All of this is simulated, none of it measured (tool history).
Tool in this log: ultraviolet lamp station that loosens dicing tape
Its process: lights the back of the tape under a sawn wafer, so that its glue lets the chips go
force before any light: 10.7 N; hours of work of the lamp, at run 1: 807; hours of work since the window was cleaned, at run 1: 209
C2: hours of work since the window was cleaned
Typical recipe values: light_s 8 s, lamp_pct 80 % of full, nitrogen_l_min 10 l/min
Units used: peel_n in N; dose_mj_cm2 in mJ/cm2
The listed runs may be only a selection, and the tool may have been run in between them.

run 1 hour=0 | light_s=8 lamp_pct=80 nitrogen_l_min=10 | hours_of_work_of_the_lamp=807 C2=209 | peel_n=0.667 dose_mj_cm2=222
run 2 hour=33.3 | light_s=8 lamp_pct=80 nitrogen_l_min=10 | hours_of_work_of_the_lamp=828 C2=230 | peel_n=0.656 dose_mj_cm2=223
run 3 hour=63.1 | light_s=5 lamp_pct=80 nitrogen_l_min=10 | hours_of_work_of_the_lamp=846 C2=248 | peel_n=1.685 dose_mj_cm2=140
run 4 hour=101.1 | light_s=5 lamp_pct=80 nitrogen_l_min=10 | hours_of_work_of_the_lamp=869 C2=271 | peel_n=1.733 dose_mj_cm2=135
run 5 hour=133 | light_s=5 lamp_pct=71 nitrogen_l_min=10 | hours_of_work_of_the_lamp=889 C2=291 | peel_n=2.065 dose_mj_cm2=123
run 6 hour=162.1 | light_s=5 lamp_pct=71 nitrogen_l_min=10 | hours_of_work_of_the_lamp=907 C2=309 | peel_n=2.057 dose_mj_cm2=121
-- hour=175 window cleaned of glue's vapour
run 7 hour=184.9 | light_s=5 lamp_pct=71 nitrogen_l_min=10 | hours_of_work_of_the_lamp=921 C2=6 | peel_n=2.034 dose_mj_cm2=124
run 8 hour=215.4 | light_s=5 lamp_pct=71 nitrogen_l_min=10 | hours_of_work_of_the_lamp=940 C2=25 | peel_n=2.029 dose_mj_cm2=122
run 9 hour=233.3 | light_s=5 lamp_pct=71 nitrogen_l_min=10 | hours_of_work_of_the_lamp=951 C2=36 | peel_n=2.067 dose_mj_cm2=127
run 10 hour=254.4 | light_s=8 lamp_pct=80 nitrogen_l_min=8 | hours_of_work_of_the_lamp=964 C2=49 | peel_n=0.8 dose_mj_cm2=220
run 11 hour=283.5 | light_s=8 lamp_pct=80 nitrogen_l_min=8 | hours_of_work_of_the_lamp=981 C2=67 | peel_n=0.789 dose_mj_cm2=223
run 12 hour=299.1 | light_s=8 lamp_pct=80 nitrogen_l_min=8 | hours_of_work_of_the_lamp=991 C2=76 | peel_n=0.762 dose_mj_cm2=222
run 13 hour=327.3 | light_s=8 lamp_pct=80 nitrogen_l_min=8 | hours_of_work_of_the_lamp=1008 C2=94 | peel_n=0.749 dose_mj_cm2=222
run 14 hour=345 | light_s=12 lamp_pct=96 nitrogen_l_min=8 | hours_of_work_of_the_lamp=1019 C2=105 | peel_n=0.254 dose_mj_cm2=404
run 15 hour=378.8 | light_s=14 lamp_pct=77 nitrogen_l_min=7 | hours_of_work_of_the_lamp=1040 C2=126 | peel_n=0.289 dose_mj_cm2=376
run 16 hour=394.7 | light_s=14 lamp_pct=77 nitrogen_l_min=7 | hours_of_work_of_the_lamp=1050 C2=135 | peel_n=0.292 dose_mj_cm2=376
run 17 hour=415.3 | light_s=14 lamp_pct=77 nitrogen_l_min=7 | hours_of_work_of_the_lamp=1063 C2=148 | peel_n=0.297 dose_mj_cm2=375
run 18 hour=449.2 | light_s=11 lamp_pct=60 nitrogen_l_min=10 | hours_of_work_of_the_lamp=1084 C2=169 | peel_n=0.631 dose_mj_cm2=230
run 19 hour=470.1 | light_s=7 lamp_pct=80 nitrogen_l_min=13 | hours_of_work_of_the_lamp=1096 C2=182 | peel_n=0.771 dose_mj_cm2=194
run 20 hour=503.8 | light_s=9 lamp_pct=80 nitrogen_l_min=3 | hours_of_work_of_the_lamp=1117 C2=203 | peel_n=1.227 dose_mj_cm2=248
run 21 hour=530.2 | light_s=10 lamp_pct=80 nitrogen_l_min=20 | hours_of_work_of_the_lamp=1133 C2=219 | peel_n=0.29 dose_mj_cm2=278

Alternative continuations, all from the tool just after run 21; predict every row:
run A hour=547.1 | light_s=8 lamp_pct=80 nitrogen_l_min=5 | hours_of_work_of_the_lamp=1144 C2=229 | peel_n=? dose_mj_cm2=?
run B hour=547.1 | light_s=8 lamp_pct=70 nitrogen_l_min=18 | hours_of_work_of_the_lamp=1144 C2=229 | peel_n=? dose_mj_cm2=?
run C hour=547.1 | light_s=12 lamp_pct=87 nitrogen_l_min=5 | hours_of_work_of_the_lamp=1144 C2=229 | peel_n=? dose_mj_cm2=?
run D hour=547.1 | light_s=8 lamp_pct=70 nitrogen_l_min=13 | hours_of_work_of_the_lamp=1144 C2=229 | peel_n=? dose_mj_cm2=?
run E hour=547.1 | light_s=12 lamp_pct=80 nitrogen_l_min=8 | hours_of_work_of_the_lamp=1144 C2=229 | peel_n=? dose_mj_cm2=?

run=A peel_n=1.052 dose_mj_cm2=221
run=B peel_n=0.628 dose_mj_cm2=196
run=C peel_n=0.375 dose_mj_cm2=366
run=D peel_n=0.747 dose_mj_cm2=197
run=E peel_n=0.327 dose_mj_cm2=331
Stripped of hidden state, with their random variation kept, the same runs would have yielded:
run=A peel_n=1.046 dose_mj_cm2=222
run=B peel_n=0.624 dose_mj_cm2=197
run=C peel_n=0.373 dose_mj_cm2=367
run=D peel_n=0.743 dose_mj_cm2=198
run=E peel_n=0.326 dose_mj_cm2=331
